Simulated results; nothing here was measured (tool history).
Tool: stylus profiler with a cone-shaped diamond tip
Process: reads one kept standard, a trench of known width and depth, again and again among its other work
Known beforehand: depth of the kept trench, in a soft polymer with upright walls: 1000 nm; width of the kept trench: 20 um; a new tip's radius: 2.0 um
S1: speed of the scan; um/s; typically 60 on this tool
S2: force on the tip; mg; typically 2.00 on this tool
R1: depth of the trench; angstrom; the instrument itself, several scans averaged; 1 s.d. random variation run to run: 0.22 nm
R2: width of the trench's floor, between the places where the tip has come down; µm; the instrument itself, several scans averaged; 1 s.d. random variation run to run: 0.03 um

run,day,S1,S2,R1,R2
1,0.000,60,2.00,10074.3,16.05
2,0.408,124,2.00,10073.6,15.64
3,1.125,124,2.00,10076.9,15.60
4,1.971,46,2.00,10080.1,16.14
5,2.775,57,2.00,10080.2,16.03
6,3.612,57,3.23,10104.6,16.08
7,4.479,57,3.23,10105.5,16.06
8,5.471,57,3.23,10105.7,16.06
9,5.942,110,0.81,10048.2,15.19
10,6.471,70,5.60,10152.3,16.11
11,7.346,63,3.14,10106.3,15.99
12,8.196,63,3.14,10106.0,15.98
13,9.125,63,3.14,10108.2,15.95
14,9.717,161,1.34,10068.0,14.91
15,10.183,60,2.02,10082.8,15.95

3 options for the next run, each taken on its own from the tool as it stands now. Forecast them:
A,10.983,28,0.96,?,?
B,10.983,136,3.44,?,?
C,10.983,18,1.15,?,?

run,R1,R2
A,10049.4,16.04
B,10114.7,15.58
C,10060.6,16.17
With the hidden condition removed and each run's random variation left untouched, the same runs would have given:
run,R1,R2
A,10039.3,16.25
B,10104.5,15.79
C,10050.5,16.38
